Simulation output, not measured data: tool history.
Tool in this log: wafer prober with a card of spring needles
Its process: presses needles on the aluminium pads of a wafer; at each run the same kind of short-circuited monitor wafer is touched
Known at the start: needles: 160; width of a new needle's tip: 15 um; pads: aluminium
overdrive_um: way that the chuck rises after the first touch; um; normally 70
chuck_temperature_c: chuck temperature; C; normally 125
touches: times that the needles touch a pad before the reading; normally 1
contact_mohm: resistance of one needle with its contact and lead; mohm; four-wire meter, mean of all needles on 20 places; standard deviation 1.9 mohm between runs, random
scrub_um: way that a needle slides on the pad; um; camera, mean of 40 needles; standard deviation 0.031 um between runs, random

| run | hour | overdrive_um | chuck_temperature_c | touches | contact_mohm | scrub_um |
|---|---|---|---|---|---|---|
| 1 | 0.0 | 70 | 125 | 1 | 230 | 15.56 |
| 2 | 57.4 | 70 | 125 | 1 | 217 | 15.53 |
| 3 | 94.9 | 70 | 125 | 1 | 268 | 15.40 |
| 4 | 155.8 | 70 | 125 | 1 | 265 | 16.00 |
| 5 | 215.5 | 70 | 125 | 1 | 255 | 15.88 |
| 6 | 260.1 | 70 | 125 | 1 | 259 | 15.78 |
| 7 | 311.3 | 70 | 125 | 1 | 214 | 15.79 |
| 8 | 371.6 | 70 | 74 | 1 | 202 | 15.72 |
| 9 | 436.8 | 70 | 74 | 1 | 214 | 15.69 |
| 10 | 503.3 | 62 | 82 | 1 | 239 | 13.77 |
| 11 | 580.0 | 70 | 32 | 2 | 192 | 15.49 |
| 12 | 653.0 | 73 | 50 | 2 | 221 | 16.70 |
| 13 | 719.3 | 74 | 80 | 2 | 226 | 16.84 |
| 14 | 787.4 | 53 | 52 | 2 | 263 | 12.02 |
| 15 | 864.5 | 53 | 52 | 2 | 228 | 11.90 |
| 16 | 929.2 | 67 | 26 | 1 | 245 | 15.02 |

Removed from this log: 46 entries logged between the listed runs. Between which two listed runs does each belong, and how does the tool's hidden state at the listed run before it compare with that at the listed run after it?
From run 1 to run 2: tips cleaned on abrasive film (hour 17.6); tips cleaned on abrasive film (hour 39.2); tips cleaned on abrasive film (hour 57.4)
  debris on the tips, nm: 50.1 -> 17; way that the needles fall short of the set height, um: 2.04 -> 2.33; tips' diameter, um: 19.46 -> 19.56
  measured less the result without the state, contact_mohm: +24 -> +10 mohm; scrub_um: -0.47 -> -0.53 um
From run 2 to run 3: tips cleaned on abrasive film (hour 79.8)
  debris on the tips, nm: 17 -> 132.7; way that the needles fall short of the set height, um: 2.33 -> 2.43; tips' diameter, um: 19.56 -> 19.6
  measured less the result without the state, contact_mohm: +10 -> +61 mohm; scrub_um: -0.53 -> -0.56 um
From run 3 to run 4: tips cleaned on abrasive film (hour 99.1); height of the first contact set anew (hour 103.1); tips cleaned on abrasive film (hour 121.2); tips cleaned on abrasive film (hour 142.4)
  debris on the tips, nm: 132.7 -> 137.2; way that the needles fall short of the set height, um: 2.43 -> 0.2; tips' diameter, um: 19.6 -> 19.71
  measured less the result without the state, contact_mohm: +61 -> +60 mohm; scrub_um: -0.56 -> -0.05 um
From run 4 to run 5: tips cleaned on abrasive film (hour 164.9); tips cleaned on abrasive film (hour 186.0); tips cleaned on abrasive film (hour 207.5)
  debris on the tips, nm: 137.2 -> 110.2; way that the needles fall short of the set height, um: 0.2 -> 0.54; tips' diameter, um: 19.71 -> 19.83
  measured less the result without the state, contact_mohm: +60 -> +50 mohm; scrub_um: -0.05 -> -0.12 um
From run 5 to run 6: tips cleaned on abrasive film (hour 228.2); tips cleaned on abrasive film (hour 249.7)
  debris on the tips, nm: 110.2 -> 113.2; way that the needles fall short of the set height, um: 0.54 -> 0.75; tips' diameter, um: 19.83 -> 19.9
  measured less the result without the state, contact_mohm: +50 -> +52 mohm; scrub_um: -0.12 -> -0.17 um
From run 6 to run 7: tips cleaned on abrasive film (hour 269.2); tips cleaned on abrasive film (hour 290.4); tips cleaned on abrasive film (hour 311.3)
  debris on the tips, nm: 113.2 -> 10.3; way that the needles fall short of the set height, um: 0.75 -> 1.04; tips' diameter, um: 19.9 -> 20.01
  measured less the result without the state, contact_mohm: +52 -> +7 mohm; scrub_um: -0.17 -> -0.24 um
From run 7 to run 8: tips cleaned on abrasive film (hour 330.5); tips cleaned on abrasive film (hour 352.2); tips cleaned on abrasive film (hour 371.6)
  debris on the tips, nm: 10.3 -> 16; way that the needles fall short of the set height, um: 1.04 -> 1.33; tips' diameter, um: 20.01 -> 20.11
  measured less the result without the state, contact_mohm: +7 -> +10 mohm; scrub_um: -0.24 -> -0.31 um
From run 8 to run 9: tips cleaned on abrasive film (hour 392.9); tips cleaned on abrasive film (hour 413.4); tips cleaned on abrasive film (hour 434.7)
  debris on the tips, nm: 16 -> 38.5; way that the needles fall short of the set height, um: 1.33 -> 1.7; tips' diameter, um: 20.11 -> 20.23
  measured less the result without the state, contact_mohm: +10 -> +21 mohm; scrub_um: -0.31 -> -0.39 um
From run 9 to run 10: tips cleaned on abrasive film (hour 457.0); tips cleaned on abrasive film (hour 477.7); tips cleaned on abrasive film (hour 499.1)
  debris on the tips, nm: 38.5 -> 57.8; way that the needles fall short of the set height, um: 1.7 -> 1.99; tips' diameter, um: 20.23 -> 20.34
  measured less the result without the state, contact_mohm: +21 -> +40 mohm; scrub_um: -0.39 -> -0.46 um
From run 10 to run 11: tips cleaned on abrasive film (hour 520.1); tips cleaned on abrasive film (hour 539.6); tips cleaned on abrasive film (hour 560.6); tips cleaned on abrasive film (hour 580.0)
  debris on the tips, nm: 57.8 -> 13.5; way that the needles fall short of the set height, um: 1.99 -> 2.4; tips' diameter, um: 20.34 -> 20.48
  measured less the result without the state, contact_mohm: +40 -> +7 mohm; scrub_um: -0.46 -> -0.55 um
From run 11 to run 12: tips cleaned on abrasive film (hour 600.7); tips cleaned on abrasive film (hour 622.0); height of the first contact set anew (hour 626.7); tips cleaned on abrasive film (hour 644.7)
  debris on the tips, nm: 13.5 -> 101.7; way that the needles fall short of the set height, um: 2.4 -> 0.12; tips' diameter, um: 20.48 -> 20.59
  measured less the result without the state, contact_mohm: +7 -> +31 mohm; scrub_um: -0.55 -> -0.03 um
From run 12 to run 13: tips cleaned on abrasive film (hour 666.6); tips cleaned on abrasive film (hour 688.5); tips cleaned on abrasive film (hour 710.1)
  debris on the tips, nm: 101.7 -> 109.7; way that the needles fall short of the set height, um: 0.12 -> 0.43; tips' diameter, um: 20.59 -> 20.69
  measured less the result without the state, contact_mohm: +31 -> +32 mohm; scrub_um: -0.03 -> -0.10 um
From run 13 to run 14: tips cleaned on abrasive film (hour 732.1); tips cleaned on abrasive film (hour 754.7); tips cleaned on abrasive film (hour 775.8)
  debris on the tips, nm: 109.7 -> 133.2; way that the needles fall short of the set height, um: 0.43 -> 0.73; tips' diameter, um: 20.69 -> 20.8
  measured less the result without the state, contact_mohm: +32 -> +73 mohm; scrub_um: -0.10 -> -0.16 um
From run 14 to run 15: tips cleaned on abrasive film (hour 796.5); tips cleaned on abrasive film (hour 818.6); tips cleaned on abrasive film (hour 840.0); tips cleaned on abrasive film (hour 861.2)
  debris on the tips, nm: 133.2 -> 54.8; way that the needles fall short of the set height, um: 0.73 -> 1.16; tips' diameter, um: 20.8 -> 20.95
  measured less the result without the state, contact_mohm: +73 -> +34 mohm; scrub_um: -0.16 -> -0.27 um
From run 15 to run 16: tips cleaned on abrasive film (hour 881.0); tips cleaned on abrasive film (hour 901.3); tips cleaned on abrasive film (hour 922.2)
  debris on the tips, nm: 54.8 -> 91.3; way that the needles fall short of the set height, um: 1.16 -> 1.47; tips' diameter, um: 20.95 -> 21.06
  measured less the result without the state, contact_mohm: +34 -> +59 mohm; scrub_um: -0.27 -> -0.33 um
